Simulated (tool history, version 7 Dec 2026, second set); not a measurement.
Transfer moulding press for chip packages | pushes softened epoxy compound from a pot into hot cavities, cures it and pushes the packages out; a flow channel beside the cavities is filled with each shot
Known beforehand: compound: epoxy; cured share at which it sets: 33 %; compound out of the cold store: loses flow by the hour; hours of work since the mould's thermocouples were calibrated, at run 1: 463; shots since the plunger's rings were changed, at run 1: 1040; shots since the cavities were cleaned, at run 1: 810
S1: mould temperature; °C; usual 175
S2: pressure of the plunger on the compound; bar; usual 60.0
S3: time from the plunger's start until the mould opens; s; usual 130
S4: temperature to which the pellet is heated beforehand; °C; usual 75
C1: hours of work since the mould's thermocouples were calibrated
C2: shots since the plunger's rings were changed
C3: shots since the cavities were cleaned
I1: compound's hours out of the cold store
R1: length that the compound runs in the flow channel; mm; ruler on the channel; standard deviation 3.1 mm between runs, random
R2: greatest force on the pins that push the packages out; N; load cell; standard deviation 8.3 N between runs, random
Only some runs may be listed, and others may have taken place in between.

run,hour,S1,S2,S3,S4,C1,C2,C3,I1,R1,R2
1,0.0,175,60.0,130,75,463,1040,810,11.6,1020,632
# hour 14.6: cavities cleaned with cleaning compound and waxed
# hour 43.7: mould's thermocouples calibrated
2,43.7,175,60.0,130,75,0,1370,223,28.8,930,723
3,71.9,175,60.0,130,75,16,1602,455,36.4,897,687
4,102.9,181,60.0,130,75,33,1856,709,25.8,910,646
# hour 131.1: cavities cleaned with cleaning compound and waxed
# hour 148.5: cavities cleaned with cleaning compound and waxed, once more
5,148.5,181,60.0,130,75,57,2207,0,26.0,912,340
6,181.0,175,60.0,130,75,76,2474,267,8.5,1030,525
7,216.9,175,60.0,130,75,96,2769,562,18.3,979,614
8,241.7,175,60.0,130,75,110,2973,766,16.5,988,619
# hour 262.2: cavities cleaned with cleaning compound and waxed
9,266.9,175,60.0,130,72,123,3167,38,10.7,1012,421
# hour 277.2: plunger's sealing rings changed
10,300.9,175,60.0,130,72,141,194,297,25.0,967,524
11,341.3,175,60.0,130,72,164,526,629,42.9,877,603
# hour 378.9: cavities cleaned with cleaning compound and waxed
12,378.9,175,60.0,130,75,184,823,0,24.6,960,378
13,397.3,175,60.0,130,75,194,974,151,16.1,1000,462
14,436.1,175,60.0,130,75,216,1293,470,18.9,990,568
15,462.8,182,60.0,130,80,231,1513,690,33.9,879,567
# hour 494.4: cavities cleaned with cleaning compound and waxed
16,499.1,182,60.0,130,80,251,1799,39,28.7,901,372
17,528.7,180,60.0,130,84,267,2042,282,25.9,923,466
18,566.7,176,71.4,147,75,289,2355,595,35.0,976,536
19,588.0,181,60.0,164,75,301,2530,770,23.6,926,551
# hour 610.2: cavities cleaned with cleaning compound and waxed
20,611.4,175,60.0,141,69,313,2709,9,36.8,891,368
21,643.4,175,60.0,141,69,331,2972,272,45.1,856,471
# hour 676.3: plunger's sealing rings changed
22,680.2,175,60.0,130,84,350,32,554,14.0,1026,594
23,717.1,175,51.6,139,84,371,336,858,35.1,855,591
# hour 727.0: cavities cleaned with cleaning compound and waxed
24,740.9,175,51.6,139,84,384,519,115,22.0,900,430
25,766.6,175,51.6,139,84,398,730,326,19.8,911,511
26,804.7,175,73.7,133,71,420,1043,639,40.0,990,593
27,834.0,175,73.7,133,71,436,1284,880,31.4,1025,602

For some of the steps in R1 from one run to the next: how much would appear even if the tool had no hidden state, given the settings, what came in and random variation, and how much remains for the hidden state plus any gauge scatter that the measured result and the result without hidden state don't share?
Unlogged tool condition in this case: true mould temperature over the reading, C; pressure that reaches the compound, % of what is set; grip of the stained cavities, % over clean ones'; drift of the gauge itself on flow_mm, %; drift of the gauge itself on push_out_n, %.
Run 9 -> 10: plunger's sealing rings changed. R1 -45 mm: hidden state +22, all else -67.
Run 21 -> 22: S3 141 -> 130, S4 69 -> 84, plunger's sealing rings changed. R1 +170 mm: hidden state +19, all else +151.
Run 22 -> 23: S2 60.0 -> 51.6, S3 130 -> 139. R1 -171 mm: hidden state -2, all else -169.
